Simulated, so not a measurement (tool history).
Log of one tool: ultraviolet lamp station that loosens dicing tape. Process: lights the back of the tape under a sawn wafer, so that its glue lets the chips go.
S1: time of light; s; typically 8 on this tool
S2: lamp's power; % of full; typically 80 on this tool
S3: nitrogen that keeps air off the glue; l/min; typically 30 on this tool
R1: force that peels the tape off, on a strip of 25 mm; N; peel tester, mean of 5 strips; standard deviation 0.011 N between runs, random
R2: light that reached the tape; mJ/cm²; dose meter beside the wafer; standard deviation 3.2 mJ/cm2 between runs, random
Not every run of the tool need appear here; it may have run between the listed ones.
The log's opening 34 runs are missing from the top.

{"run": 35, "hour": 1519.9, "S1": 8, "S2": 80, "S3": 9, "R1": 2.348, "R2": 301}
{"run": 36, "hour": 1546.4, "S1": 8, "S2": 86, "S3": 9, "R1": 2.144, "R2": 323}
{"run": 37, "hour": 1572.3, "S1": 6, "S2": 90, "S3": 45, "R1": 1.271, "R2": 249}
{"run": 38, "hour": 1604.9, "S1": 6, "S2": 75, "S3": 45, "R1": 1.717, "R2": 205}
{"run": 39, "hour": 1634.2, "S1": 6, "S2": 75, "S3": 45, "R1": 1.768, "R2": 201}
{"hour": 1641.3, "done": "lamp changed"}
{"run": 40, "hour": 1693.3, "S1": 6, "S2": 75, "S3": 45, "R1": 0.956, "R2": 302}
{"hour": 1736.2, "done": "window cleaned of glue's vapour"}
{"run": 41, "hour": 1736.5, "S1": 6, "S2": 75, "S3": 45, "R1": 0.727, "R2": 353}
{"run": 42, "hour": 1792.7, "S1": 5, "S2": 80, "S3": 30, "R1": 1.188, "R2": 305}
{"run": 43, "hour": 1844.5, "S1": 5, "S2": 80, "S3": 30, "R1": 1.255, "R2": 299}
{"run": 44, "hour": 1902.0, "S1": 4, "S2": 88, "S3": 10, "R1": 2.546, "R2": 257}

What if the next run were any one of these 3? Each begins from the tool's condition after run 44:
{"run": "A", "hour": 1956.3, "S1": 7, "S2": 77, "S3": 10, "R1": "?", "R2": "?"}
{"run": "B", "hour": 1956.3, "S1": 13, "S2": 88, "S3": 10, "R1": "?", "R2": "?"}
{"run": "C", "hour": 1956.3, "S1": 9, "S2": 100, "S3": 15, "R1": "?", "R2": "?"}

run=A R1=1.619 R2=389
run=B R1=0.464 R2=823
run=C R1=0.527 R2=654
Had the tool no hidden state, the same runs would have come out as:
run=A R1=1.418 R2=431
run=B R1=0.371 R2=913
run=C R1=0.424 R2=725

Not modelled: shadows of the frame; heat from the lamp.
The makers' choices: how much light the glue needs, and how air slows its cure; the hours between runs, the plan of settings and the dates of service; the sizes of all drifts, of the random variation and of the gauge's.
